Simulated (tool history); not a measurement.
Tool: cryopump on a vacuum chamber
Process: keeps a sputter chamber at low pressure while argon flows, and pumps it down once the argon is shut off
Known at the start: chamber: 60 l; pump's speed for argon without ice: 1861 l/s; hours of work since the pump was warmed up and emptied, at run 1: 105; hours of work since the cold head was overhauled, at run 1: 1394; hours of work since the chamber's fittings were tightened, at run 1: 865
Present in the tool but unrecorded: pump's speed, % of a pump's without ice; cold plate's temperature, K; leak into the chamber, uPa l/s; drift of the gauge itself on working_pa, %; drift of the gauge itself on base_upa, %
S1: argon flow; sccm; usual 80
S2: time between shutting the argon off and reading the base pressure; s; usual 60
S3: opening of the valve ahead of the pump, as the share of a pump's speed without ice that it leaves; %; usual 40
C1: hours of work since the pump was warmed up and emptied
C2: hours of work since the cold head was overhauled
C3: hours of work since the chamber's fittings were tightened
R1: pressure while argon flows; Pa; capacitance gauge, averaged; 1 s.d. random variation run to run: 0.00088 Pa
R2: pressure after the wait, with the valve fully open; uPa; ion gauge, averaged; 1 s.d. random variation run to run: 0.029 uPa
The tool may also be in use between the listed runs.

| run | hour | S1 | S2 | S3 | C1 | C2 | C3 | R1 | R2 |
|---|---|---|---|---|---|---|---|---|---|
| 1 | 0 | 80 | 60 | 40 | 105 | 1394 | 865 | 0.1863 | 2.05 |
| 2 | 40.6 | 80 | 60 | 40 | 124 | 1413 | 883 | 0.1872 | 2.08 |
| 3 | 111.5 | 80 | 60 | 40 | 156 | 1445 | 916 | 0.1882 | 2.04 |
| 4 | 155.6 | 80 | 69 | 40 | 177 | 1465 | 936 | 0.1885 | 1.95 |
| 5 | 233.4 | 80 | 60 | 40 | 212 | 1501 | 972 | 0.1911 | 2.2 |
| 6 | 305.2 | 80 | 60 | 40 | 245 | 1534 | 1005 | 0.1921 | 2.2 |
| 7 | 391 | 80 | 60 | 40 | 285 | 1574 | 1044 | 0.1927 | 2.28 |
|  | 442 | pump warmed up, emptied and cooled again |
| 8 | 469 | 80 | 85 | 40 | 12 | 1607 | 1078 | 0.1813 | 1.82 |
| 9 | 544.1 | 107 | 32 | 26 | 47 | 1642 | 1112 | 0.3758 | 3.29 |
| 10 | 589.2 | 107 | 32 | 26 | 68 | 1662 | 1133 | 0.3788 | 3.22 |
| 11 | 672.6 | 60 | 35 | 33 | 106 | 1701 | 1171 | 0.169 | 3.11 |
|  | 751.3 | leaking fittings of the chamber tightened, without venting |
| 12 | 751.3 | 44 | 35 | 22 | 141 | 1736 | 0 | 0.1854 | 2.3 |
| 13 | 788.4 | 38 | 276 | 42 | 158 | 1753 | 17 | 0.0859 | 0.49 |
| 14 | 846.6 | 80 | 264 | 32 | 185 | 1780 | 44 | 0.2343 | 0.49 |
| 15 | 891.3 | 80 | 264 | 32 | 206 | 1800 | 64 | 0.2355 | 0.51 |
| 16 | 953.4 | 80 | 264 | 19 | 234 | 1829 | 93 | 0.3942 | 0.53 |

Below are 4 alternative next runs, each starting from the tool's condition after run 16. Predict each:
| A | 1013.8 | 135 | 264 | 19 | 262 | 1857 | 121 | ? | ? |
| B | 1013.8 | 36 | 68 | 19 | 262 | 1857 | 121 | ? | ? |
| C | 1013.8 | 74 | 262 | 58 | 262 | 1857 | 121 | ? | ? |
| D | 1013.8 | 109 | 98 | 18 | 262 | 1857 | 121 | ? | ? |

| run | R1 | R2 |
|---|---|---|
| A | 0.6692 | 0.58 |
| B | 0.1772 | 1.4 |
| C | 0.1283 | 0.6 |
| D | 0.5688 | 1.05 |
Without the tool's hidden state the same runs would have given:
| run | R1 | R2 |
|---|---|---|
| A | 0.649 | 0.46 |
| B | 0.1718 | 1.27 |
| C | 0.1173 | 0.47 |
| D | 0.5526 | 0.92 |
